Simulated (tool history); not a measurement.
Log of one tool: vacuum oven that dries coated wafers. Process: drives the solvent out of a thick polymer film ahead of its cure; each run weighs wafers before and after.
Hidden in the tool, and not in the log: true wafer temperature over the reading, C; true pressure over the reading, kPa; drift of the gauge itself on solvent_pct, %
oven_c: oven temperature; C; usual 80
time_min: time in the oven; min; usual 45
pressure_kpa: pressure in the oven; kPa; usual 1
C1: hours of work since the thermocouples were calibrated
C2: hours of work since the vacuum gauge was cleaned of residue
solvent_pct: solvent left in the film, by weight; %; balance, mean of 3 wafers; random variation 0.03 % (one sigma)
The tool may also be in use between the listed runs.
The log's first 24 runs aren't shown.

{"run": 25, "hour": 1706.7, "oven_c": 79, "time_min": 47, "pressure_kpa": 1, "C1": 295, "C2": 1650, "solvent_pct": 3.29}
{"run": 26, "hour": 1775.9, "oven_c": 79, "time_min": 47, "pressure_kpa": 1, "C1": 335, "C2": 1690, "solvent_pct": 3.3}
{"run": 27, "hour": 1837.8, "oven_c": 79, "time_min": 47, "pressure_kpa": 1.47, "C1": 371, "C2": 1726, "solvent_pct": 3.38}
{"run": 28, "hour": 1927.6, "oven_c": 79, "time_min": 47, "pressure_kpa": 1.47, "C1": 423, "C2": 1778, "solvent_pct": 3.4}
{"run": 29, "hour": 2026.5, "oven_c": 79, "time_min": 29, "pressure_kpa": 1.47, "C1": 480, "C2": 1836, "solvent_pct": 5.91}
{"run": 30, "hour": 2077.6, "oven_c": 87, "time_min": 29, "pressure_kpa": 1.47, "C1": 510, "C2": 1865, "solvent_pct": 3.5}
{"hour": 2119.7, "done": "vacuum gauge cleaned of residue and calibrated"}
{"run": 31, "hour": 2170.8, "oven_c": 75, "time_min": 54, "pressure_kpa": 0.6, "C1": 563, "C2": 30, "solvent_pct": 3.51}
{"run": 32, "hour": 2241.1, "oven_c": 75, "time_min": 54, "pressure_kpa": 0.6, "C1": 604, "C2": 70, "solvent_pct": 3.47}
{"run": 33, "hour": 2330.8, "oven_c": 67, "time_min": 59, "pressure_kpa": 0.58, "C1": 656, "C2": 122, "solvent_pct": 5.4}
{"run": 34, "hour": 2394.5, "oven_c": 67, "time_min": 80, "pressure_kpa": 0.93, "C1": 693, "C2": 159, "solvent_pct": 3.91}
{"run": 35, "hour": 2483.9, "oven_c": 88, "time_min": 45, "pressure_kpa": 1, "C1": 744, "C2": 211, "solvent_pct": 1.31}
{"run": 36, "hour": 2560.6, "oven_c": 88, "time_min": 45, "pressure_kpa": 1, "C1": 789, "C2": 255, "solvent_pct": 1.28}
{"run": 37, "hour": 2663.0, "oven_c": 77, "time_min": 45, "pressure_kpa": 1, "C1": 848, "C2": 315, "solvent_pct": 3.84}
{"run": 38, "hour": 2716.5, "oven_c": 85, "time_min": 30, "pressure_kpa": 3.76, "C1": 879, "C2": 346, "solvent_pct": 4.27}
{"run": 39, "hour": 2813.9, "oven_c": 85, "time_min": 30, "pressure_kpa": 3.76, "C1": 936, "C2": 402, "solvent_pct": 4.13}
{"run": 40, "hour": 2884.8, "oven_c": 80, "time_min": 45, "pressure_kpa": 3.02, "C1": 977, "C2": 443, "solvent_pct": 3.48}
{"run": 41, "hour": 2979.3, "oven_c": 80, "time_min": 45, "pressure_kpa": 3.02, "C1": 1031, "C2": 498, "solvent_pct": 3.45}
{"hour": 3053.1, "done": "oven's thermocouples calibrated"}
{"run": 42, "hour": 3072.6, "oven_c": 84, "time_min": 29, "pressure_kpa": 1, "C1": 11, "C2": 551, "solvent_pct": 4.25}
{"run": 43, "hour": 3119.7, "oven_c": 84, "time_min": 35, "pressure_kpa": 2.41, "C1": 39, "C2": 578, "solvent_pct": 3.62}

The next listed run, before its measurement:
{"run": 44, "hour": 3189.2, "oven_c": 84, "time_min": 35, "pressure_kpa": 2.41, "C1": 79, "C2": 619, "solvent_pct": "?"}

solvent_pct: 3.58 %
Without the tool's hidden state the same run would have given solvent_pct 3.7 %.
